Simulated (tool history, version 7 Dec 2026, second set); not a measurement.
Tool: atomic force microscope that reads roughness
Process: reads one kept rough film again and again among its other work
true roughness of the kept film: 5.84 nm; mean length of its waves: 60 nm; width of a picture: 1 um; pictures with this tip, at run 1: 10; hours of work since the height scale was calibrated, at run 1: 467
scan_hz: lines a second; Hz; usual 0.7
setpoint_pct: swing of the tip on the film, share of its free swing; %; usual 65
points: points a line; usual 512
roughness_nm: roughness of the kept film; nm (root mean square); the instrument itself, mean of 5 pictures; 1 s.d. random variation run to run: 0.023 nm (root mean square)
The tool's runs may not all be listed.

run   hour  scan_hz  setpoint_pct  points  pictures with this tip  hours of work since the height scale was calibrated  roughness_nm
  1      0      0.7            65     512                      10                                                  467         5.493
  2   15.4      0.7            65     512                      24                                                  476         5.441
  3   42.7      0.7            65     512                      47                                                  491         5.333
  4   64.4      0.7            65     512                      66                                                  502         5.302
  5   89.1      0.7            65     512                      87                                                  516         5.267
  6  104.8      0.7            65     512                     101                                                  524         5.262
  7  124.6      0.7            77     512                     118                                                  535         5.098
  8  147.8    3.932            65     512                     138                                                  547         4.687
  9  175.8    3.932            65     512                     162                                                  563         4.637
 10  208.3    3.932            65     512                     190                                                  580         4.575
     228.7  -- new tip fitted
 11  240.7      0.7            65     343                      10                                                  597         5.484
 12  259.1      0.7            80     343                      26                                                  607         5.297
 13  274.2      0.7            80     343                      39                                                  616         5.239
 14  292.9      0.7            80     343                      55                                                  626         5.205
 15    309      0.7            80     343                      69                                                  634          5.15
 16    326      0.7            80     343                      84                                                  644         5.088
 17  351.8      0.7            65     512                     106                                                  658         5.208
 18  368.5      0.7            67     512                     120                                                  667         5.152
 19  404.4      0.7            67     512                     151                                                  686         5.018
     407.2  -- height scale calibrated on a step standard
 20  438.2      0.7            65     824                     180                                                   17         4.958
 21  464.8      0.7            65     824                     203                                                   31         4.923
     471.6  -- new tip fitted
 22  495.5    0.736            72     512                      21                                                   48         5.369
     512.6  -- height scale calibrated on a step standard, once more
 23  529.6    1.963            70     739                      49                                                    9         5.125
 24  544.4    1.963            70     269                      62                                                   17         5.056
 25  569.7    1.963            70     269                      84                                                   31          4.99
 26  587.7    1.813            65     269                      99                                                   41         5.058
 27  607.7      0.7            84     512                     116                                                   51         5.047
 28  625.4      0.7            59     446                     132                                                   61         5.155
 29  653.9    0.655            67     267                     156                                                   76         5.069
 30  677.3      0.7            63     370                     176                                                   89         5.077
 31    699    0.924            69     325                     195                                                  101         4.867
     713.1  -- new tip fitted
 32  720.9    3.886            84     581                       7                                                  112         4.306
 33  755.8    2.994            84     683                      37                                                  131         4.439
 34  784.1    2.097            84     276                      61                                                  147         4.643
 35  814.4    1.064            86     512                      87                                                  163         4.909
 36  833.8    1.061            86     512                     104                                                  174         4.814
 37  864.2    1.806            83     874                     130                                                  190         4.622
 38    899      0.7            69     512                     160                                                  209         5.053
 39    923    1.808            90     305                     181                                                  222         4.271

For each run, the measured value with the value that run would have given without the tool's hidden condition subtracted. The run-to-run variation is shared by both, the gauge scatter possibly not:
Unlogged tool condition in this case: radius of the tip, nm; height scale over the true one, %; drift of the gauge itself on roughness_nm, %.
run  roughness_nm
  1        -0.053
  2        -0.099
  3         -0.16
  4        -0.217
  5        -0.276
  6        -0.313
  7        -0.352
  8         -0.38
  9        -0.442
 10        -0.512
 11        -0.068
 12        -0.118
 13        -0.161
 14        -0.208
 15        -0.248
 16         -0.29
 17        -0.358
 18          -0.4
 19        -0.486
 20        -0.578
 21         -0.64
 22        -0.115
 23        -0.149
 24        -0.186
 25        -0.246
 26        -0.291
 27        -0.343
 28        -0.396
 29        -0.461
 30        -0.522
 31        -0.561
 32        -0.028
 33        -0.106
 34        -0.176
 35        -0.264
 36        -0.308
 37        -0.368
 38        -0.492
 39        -0.475
